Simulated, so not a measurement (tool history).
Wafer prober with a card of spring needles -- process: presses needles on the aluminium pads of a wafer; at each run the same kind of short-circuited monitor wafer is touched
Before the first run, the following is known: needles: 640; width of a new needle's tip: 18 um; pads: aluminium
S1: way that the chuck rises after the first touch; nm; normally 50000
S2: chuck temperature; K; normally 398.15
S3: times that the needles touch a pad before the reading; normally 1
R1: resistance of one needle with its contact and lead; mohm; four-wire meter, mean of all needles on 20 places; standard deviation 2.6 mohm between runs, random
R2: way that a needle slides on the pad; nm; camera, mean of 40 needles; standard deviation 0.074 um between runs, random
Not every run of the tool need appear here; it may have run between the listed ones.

run,day,S1,S2,S3,R1,R2
1,0.000,50000,398.15,1,324,9740
# day 0.025: tips cleaned on abrasive film
# day 0.146: tips cleaned on abrasive film
# day 0.262: tips cleaned on abrasive film
# day 0.762: card fitted with new needles
# day 0.858: tips cleaned on abrasive film
# day 0.950: tips cleaned on abrasive film
# day 1.046: tips cleaned on abrasive film
# day 1.162: tips cleaned on abrasive film
# day 1.258: tips cleaned on abrasive film
# day 1.354: tips cleaned on abrasive film
# day 1.471: tips cleaned on abrasive film
# day 1.588: tips cleaned on abrasive film
# day 1.683: tips cleaned on abrasive film
# day 1.779: tips cleaned on abrasive film
# day 1.896: tips cleaned on abrasive film
# day 1.992: tips cleaned on abrasive film
# day 2.088: tips cleaned on abrasive film
# day 2.204: tips cleaned on abrasive film
2,2.229,50000,329.15,1,285,10080
# day 2.300: tips cleaned on abrasive film
# day 2.417: tips cleaned on abrasive film
# day 2.512: tips cleaned on abrasive film
# day 2.629: tips cleaned on abrasive film
# day 2.750: tips cleaned on abrasive film
# day 2.867: tips cleaned on abrasive film
# day 2.983: tips cleaned on abrasive film
# day 3.100: tips cleaned on abrasive film
# day 3.196: tips cleaned on abrasive film
# day 3.312: tips cleaned on abrasive film
# day 3.429: tips cleaned on abrasive film
# day 3.525: tips cleaned on abrasive film
# day 3.621: tips cleaned on abrasive film
# day 3.738: tips cleaned on abrasive film
# day 3.854: tips cleaned on abrasive film
# day 3.975: tips cleaned on abrasive film
# day 4.067: tips cleaned on abrasive film
# day 4.188: tips cleaned on abrasive film
# day 4.279: tips cleaned on abrasive film
3,4.304,50000,396.15,1,307,9760
# day 4.396: tips cleaned on abrasive film
# day 4.492: tips cleaned on abrasive film
# day 4.588: tips cleaned on abrasive film
# day 4.683: tips cleaned on abrasive film
# day 4.800: tips cleaned on abrasive film
# day 4.896: tips cleaned on abrasive film
# day 5.012: tips cleaned on abrasive film
# day 5.108: tips cleaned on abrasive film
# day 5.200: tips cleaned on abrasive film
# day 5.321: tips cleaned on abrasive film
# day 5.438: tips cleaned on abrasive film
# day 5.554: tips cleaned on abrasive film
# day 5.650: tips cleaned on abrasive film
# day 5.767: tips cleaned on abrasive film
# day 5.883: tips cleaned on abrasive film
# day 5.896: height of the first contact set anew
# day 5.992: tips cleaned on abrasive film
# day 6.088: tips cleaned on abrasive film
# day 6.204: tips cleaned on abrasive film
# day 6.300: tips cleaned on abrasive film
# day 6.417: tips cleaned on abrasive film
# day 6.533: tips cleaned on abrasive film
# day 6.629: tips cleaned on abrasive film
# day 6.746: tips cleaned on abrasive film
4,6.779,50000,327.15,1,282,10020
# day 6.850: tips cleaned on abrasive film
# day 6.971: tips cleaned on abrasive film
# day 7.062: tips cleaned on abrasive film
# day 7.158: tips cleaned on abrasive film
# day 7.275: tips cleaned on abrasive film
# day 7.371: tips cleaned on abrasive film
# day 7.488: tips cleaned on abrasive film
# day 7.608: tips cleaned on abrasive film
# day 7.700: tips cleaned on abrasive film
# day 7.821: tips cleaned on abrasive film
# day 7.912: tips cleaned on abrasive film
# day 8.008: tips cleaned on abrasive film
# day 8.104: tips cleaned on abrasive film
# day 8.221: tips cleaned on abrasive film
# day 8.317: tips cleaned on abrasive film
5,8.379,50000,327.15,1,297,10010
# day 8.429: tips cleaned on abrasive film
# day 8.525: tips cleaned on abrasive film
# day 8.621: tips cleaned on abrasive film
# day 8.712: tips cleaned on abrasive film
# day 8.808: tips cleaned on abrasive film
# day 8.925: tips cleaned on abrasive film
# day 9.046: tips cleaned on abrasive film
# day 9.138: tips cleaned on abrasive film
# day 9.258: tips cleaned on abrasive film
# day 9.350: tips cleaned on abrasive film
# day 9.446: tips cleaned on abrasive film
# day 9.542: tips cleaned on abrasive film
# day 9.658: tips cleaned on abrasive film
# day 9.754: tips cleaned on abrasive film
# day 9.850: tips cleaned on abrasive film
# day 9.946: tips cleaned on abrasive film
# day 10.062: tips cleaned on abrasive film
# day 10.158: tips cleaned on abrasive film
# day 10.250: tips cleaned on abrasive film
# day 10.371: tips cleaned on abrasive film
# day 10.488: tips cleaned on abrasive film
6,10.529,50000,327.15,2,290,9780
# day 10.604: tips cleaned on abrasive film
# day 10.696: tips cleaned on abrasive film
# day 10.817: tips cleaned on abrasive film
# day 10.933: tips cleaned on abrasive film
# day 11.012: height of the first contact set anew
# day 11.042: tips cleaned on abrasive film
# day 11.133: tips cleaned on abrasive film
# day 11.229: tips cleaned on abrasive film
# day 11.346: tips cleaned on abrasive film
# day 11.442: tips cleaned on abrasive film
# day 11.538: tips cleaned on abrasive film
# day 11.654: tips cleaned on abrasive film
# day 11.771: tips cleaned on abrasive film
# day 11.867: tips cleaned on abrasive film
# day 11.962: tips cleaned on abrasive film
# day 12.079: tips cleaned on abrasive film
# day 12.196: tips cleaned on abrasive film
7,12.279,50000,327.15,2,290,9990
# day 12.304: tips cleaned on abrasive film
# day 12.400: tips cleaned on abrasive film
# day 12.496: tips cleaned on abrasive film
# day 12.592: tips cleaned on abrasive film
# day 12.683: tips cleaned on abrasive film
# day 12.779: tips cleaned on abrasive film
# day 12.896: tips cleaned on abrasive film
# day 12.992: tips cleaned on abrasive film
# day 13.108: tips cleaned on abrasive film
# day 13.204: tips cleaned on abrasive film
# day 13.300: tips cleaned on abrasive film
# day 13.417: tips cleaned on abrasive film
# day 13.512: tips cleaned on abrasive film
# day 13.629: tips cleaned on abrasive film
# day 13.746: tips cleaned on abrasive film
# day 13.867: tips cleaned on abrasive film
# day 13.983: tips cleaned on abrasive film
# day 14.100: tips cleaned on abrasive film
# day 14.217: tips cleaned on abrasive film
# day 14.312: tips cleaned on abrasive film
# day 14.429: tips cleaned on abrasive film
# day 14.550: tips cleaned on abrasive film
# day 14.642: tips cleaned on abrasive film
# day 14.762: tips cleaned on abrasive film
8,14.804,50000,333.15,2,291,9780
# day 14.854: tips cleaned on abrasive film
# day 14.950: tips cleaned on abrasive film
# day 15.046: tips cleaned on abrasive film
# day 15.142: tips cleaned on abrasive film
# day 15.258: tips cleaned on abrasive film
# day 15.375: tips cleaned on abrasive film
# day 15.492: tips cleaned on abrasive film
# day 15.588: tips cleaned on abrasive film
# day 15.704: tips cleaned on abrasive film
# day 15.825: tips cleaned on abrasive film
# day 15.917: tips cleaned on abrasive film
# day 16.038: tips cleaned on abrasive film
# day 16.129: tips cleaned on abrasive film
# day 16.142: height of the first contact set anew
# day 16.262: tips cleaned on abrasive film
# day 16.354: tips cleaned on abrasive film
9,16.425,50000,333.15,2,291,10290
# day 16.454: tips cleaned on abrasive film
# day 16.571: tips cleaned on abrasive film
# day 16.688: tips cleaned on abrasive film
# day 16.808: tips cleaned on abrasive film
# day 16.925: tips cleaned on abrasive film
# day 17.042: tips cleaned on abrasive film
# day 17.138: tips cleaned on abrasive film
# day 17.254: tips cleaned on abrasive film
# day 17.371: tips cleaned on abrasive film
# day 17.488: tips cleaned on abrasive film
# day 17.608: tips cleaned on abrasive film
10,17.679,50000,398.15,2,312,9960
# day 17.704: tips cleaned on abrasive film
# day 17.800: tips cleaned on abrasive film
# day 17.917: tips cleaned on abrasive film
# day 18.012: tips cleaned on abrasive film
# day 18.108: tips cleaned on abrasive film
# day 18.225: tips cleaned on abrasive film
# day 18.321: tips cleaned on abrasive film
# day 18.438: tips cleaned on abrasive film
# day 18.554: tips cleaned on abrasive film
# day 18.650: tips cleaned on abrasive film
# day 18.767: tips cleaned on abrasive film
# day 18.883: tips cleaned on abrasive film
# day 19.004: tips cleaned on abrasive film
# day 19.121: tips cleaned on abrasive film
# day 19.238: tips cleaned on abrasive film
# day 19.333: tips cleaned on abrasive film
# day 19.429: tips cleaned on abrasive film
# day 19.521: tips cleaned on abrasive film
# day 19.617: tips cleaned on abrasive film
# day 19.712: tips cleaned on abrasive film
# day 19.829: tips cleaned on abrasive film
# day 19.925: tips cleaned on abrasive film
# day 20.021: tips cleaned on abrasive film
# day 20.138: tips cleaned on abrasive film
11,20.167,50000,398.15,2,306,9850

Branching from run 11: 3 alternative next runs. What would each branch give?
# day 20.238: tips cleaned on abrasive film
# day 20.333: tips cleaned on abrasive film
# day 20.429: tips cleaned on abrasive film
# day 20.521: tips cleaned on abrasive film
# day 21.021: card fitted with new needles
# day 21.142: tips cleaned on abrasive film
# day 21.258: tips cleaned on abrasive film
# day 21.375: tips cleaned on abrasive film
# day 21.471: tips cleaned on abrasive film
# day 21.567: tips cleaned on abrasive film
# day 21.683: tips cleaned on abrasive film
# day 21.800: tips cleaned on abrasive film
# day 21.917: tips cleaned on abrasive film
# day 22.038: tips cleaned on abrasive film
# day 22.154: tips cleaned on abrasive film
# day 22.250: tips cleaned on abrasive film
# day 22.342: tips cleaned on abrasive film
# day 22.438: tips cleaned on abrasive film
# day 22.554: tips cleaned on abrasive film
# day 22.650: tips cleaned on abrasive film
# day 22.746: tips cleaned on abrasive film
# day 22.862: tips cleaned on abrasive film
# day 22.958: tips cleaned on abrasive film
# day 23.075: tips cleaned on abrasive film
# day 23.171: tips cleaned on abrasive film
# day 23.288: tips cleaned on abrasive film
# day 23.404: tips cleaned on abrasive film
# day 23.500: tips cleaned on abrasive film
A,23.575,45000,360.15,1,?,?
# day 20.238: tips cleaned on abrasive film
# day 20.333: tips cleaned on abrasive film
# day 20.429: tips cleaned on abrasive film
# day 20.521: tips cleaned on abrasive film
# day 21.021: card fitted with new needles
# day 21.142: tips cleaned on abrasive film
# day 21.258: tips cleaned on abrasive film
# day 21.375: tips cleaned on abrasive film
# day 21.471: tips cleaned on abrasive film
# day 21.567: tips cleaned on abrasive film
# day 21.683: tips cleaned on abrasive film
# day 21.800: tips cleaned on abrasive film
# day 21.917: tips cleaned on abrasive film
# day 22.038: tips cleaned on abrasive film
# day 22.154: tips cleaned on abrasive film
# day 22.250: tips cleaned on abrasive film
# day 22.342: tips cleaned on abrasive film
# day 22.438: tips cleaned on abrasive film
# day 22.554: tips cleaned on abrasive film
# day 22.650: tips cleaned on abrasive film
# day 22.746: tips cleaned on abrasive film
# day 22.862: tips cleaned on abrasive film
# day 22.958: tips cleaned on abrasive film
# day 23.075: tips cleaned on abrasive film
# day 23.171: tips cleaned on abrasive film
# day 23.288: tips cleaned on abrasive film
# day 23.404: tips cleaned on abrasive film
# day 23.500: tips cleaned on abrasive film
B,23.575,34000,398.15,3,?,?
# day 20.238: tips cleaned on abrasive film
# day 20.333: tips cleaned on abrasive film
# day 20.429: tips cleaned on abrasive film
# day 20.521: tips cleaned on abrasive film
# day 21.021: card fitted with new needles
# day 21.142: tips cleaned on abrasive film
# day 21.258: tips cleaned on abrasive film
# day 21.375: tips cleaned on abrasive film
# day 21.471: tips cleaned on abrasive film
# day 21.567: tips cleaned on abrasive film
# day 21.683: tips cleaned on abrasive film
# day 21.800: tips cleaned on abrasive film
# day 21.917: tips cleaned on abrasive film
# day 22.038: tips cleaned on abrasive film
# day 22.154: tips cleaned on abrasive film
# day 22.250: tips cleaned on abrasive film
# day 22.342: tips cleaned on abrasive film
# day 22.438: tips cleaned on abrasive film
# day 22.554: tips cleaned on abrasive film
# day 22.650: tips cleaned on abrasive film
# day 22.746: tips cleaned on abrasive film
# day 22.862: tips cleaned on abrasive film
# day 22.958: tips cleaned on abrasive film
# day 23.075: tips cleaned on abrasive film
# day 23.171: tips cleaned on abrasive film
# day 23.288: tips cleaned on abrasive film
# day 23.404: tips cleaned on abrasive film
# day 23.500: tips cleaned on abrasive film
C,23.575,39000,398.15,1,?,?

run,R1,R2
A,313,8980
B,312,6710
C,332,7840
Without the tool's unlogged condition, the same runs would have read:
run,R1,R2
A,284,9210
B,295,6940
C,297,8070
